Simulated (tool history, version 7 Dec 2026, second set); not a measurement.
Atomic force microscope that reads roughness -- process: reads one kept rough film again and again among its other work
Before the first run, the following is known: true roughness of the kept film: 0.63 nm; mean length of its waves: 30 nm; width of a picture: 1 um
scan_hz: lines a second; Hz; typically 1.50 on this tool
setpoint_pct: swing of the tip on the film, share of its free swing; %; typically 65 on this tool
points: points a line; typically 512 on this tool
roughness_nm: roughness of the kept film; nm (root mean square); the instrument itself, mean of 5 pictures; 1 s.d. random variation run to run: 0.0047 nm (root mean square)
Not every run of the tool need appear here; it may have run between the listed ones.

{"run": 1, "hour": 0.0, "scan_hz": 1.5, "setpoint_pct": 65, "points": 512, "roughness_nm": 0.598}
{"run": 2, "hour": 10.0, "scan_hz": 1.5, "setpoint_pct": 65, "points": 512, "roughness_nm": 0.597}
{"run": 3, "hour": 21.3, "scan_hz": 1.32, "setpoint_pct": 65, "points": 512, "roughness_nm": 0.608}
{"run": 4, "hour": 40.9, "scan_hz": 0.64, "setpoint_pct": 65, "points": 512, "roughness_nm": 0.607}
{"run": 5, "hour": 58.0, "scan_hz": 0.64, "setpoint_pct": 65, "points": 512, "roughness_nm": 0.605}
{"run": 6, "hour": 67.2, "scan_hz": 0.64, "setpoint_pct": 67, "points": 512, "roughness_nm": 0.606}
{"run": 7, "hour": 81.5, "scan_hz": 0.64, "setpoint_pct": 67, "points": 512, "roughness_nm": 0.596}
{"run": 8, "hour": 95.4, "scan_hz": 0.64, "setpoint_pct": 67, "points": 512, "roughness_nm": 0.597}
{"run": 9, "hour": 115.7, "scan_hz": 0.64, "setpoint_pct": 67, "points": 730, "roughness_nm": 0.598}
{"run": 10, "hour": 137.5, "scan_hz": 1.5, "setpoint_pct": 65, "points": 400, "roughness_nm": 0.596}
{"run": 11, "hour": 156.4, "scan_hz": 1.5, "setpoint_pct": 78, "points": 512, "roughness_nm": 0.573}
{"run": 12, "hour": 172.5, "scan_hz": 1.5, "setpoint_pct": 87, "points": 512, "roughness_nm": 0.561}
{"run": 13, "hour": 189.2, "scan_hz": 2.56, "setpoint_pct": 88, "points": 618, "roughness_nm": 0.539}
{"run": 14, "hour": 208.6, "scan_hz": 2.56, "setpoint_pct": 88, "points": 618, "roughness_nm": 0.533}
{"run": 15, "hour": 225.5, "scan_hz": 3.53, "setpoint_pct": 65, "points": 262, "roughness_nm": 0.564}
{"run": 16, "hour": 241.6, "scan_hz": 3.53, "setpoint_pct": 65, "points": 262, "roughness_nm": 0.559}
{"run": 17, "hour": 257.7, "scan_hz": 3.53, "setpoint_pct": 65, "points": 262, "roughness_nm": 0.556}
{"run": 18, "hour": 275.0, "scan_hz": 3.53, "setpoint_pct": 65, "points": 262, "roughness_nm": 0.559}
{"run": 19, "hour": 290.3, "scan_hz": 2.92, "setpoint_pct": 65, "points": 371, "roughness_nm": 0.565}
{"run": 20, "hour": 303.8, "scan_hz": 1.96, "setpoint_pct": 76, "points": 644, "roughness_nm": 0.563}
{"run": 21, "hour": 322.5, "scan_hz": 1.96, "setpoint_pct": 76, "points": 644, "roughness_nm": 0.564}
{"run": 22, "hour": 335.7, "scan_hz": 1.96, "setpoint_pct": 76, "points": 644, "roughness_nm": 0.566}

Consider 4 possible next runs. They are alternatives, not a sequence: every one starts from the tool as it was left by run 22. What does each give?
{"run": "A", "hour": 355.1, "scan_hz": 1.96, "setpoint_pct": 76, "points": 302, "roughness_nm": "?"}
{"run": "B", "hour": 355.1, "scan_hz": 0.8, "setpoint_pct": 65, "points": 303, "roughness_nm": "?"}
{"run": "C", "hour": 355.1, "scan_hz": 3.85, "setpoint_pct": 87, "points": 644, "roughness_nm": "?"}
{"run": "D", "hour": 355.1, "scan_hz": 0.91, "setpoint_pct": 76, "points": 644, "roughness_nm": "?"}

run=A roughness_nm=0.555
run=B roughness_nm=0.574
run=C roughness_nm=0.496
run=D roughness_nm=0.573
The same runs, with their run-to-run variation unchanged, on a tool lacking any hidden condition would have given:
run=A roughness_nm=0.585
run=B roughness_nm=0.606
run=C roughness_nm=0.524
run=D roughness_nm=0.604

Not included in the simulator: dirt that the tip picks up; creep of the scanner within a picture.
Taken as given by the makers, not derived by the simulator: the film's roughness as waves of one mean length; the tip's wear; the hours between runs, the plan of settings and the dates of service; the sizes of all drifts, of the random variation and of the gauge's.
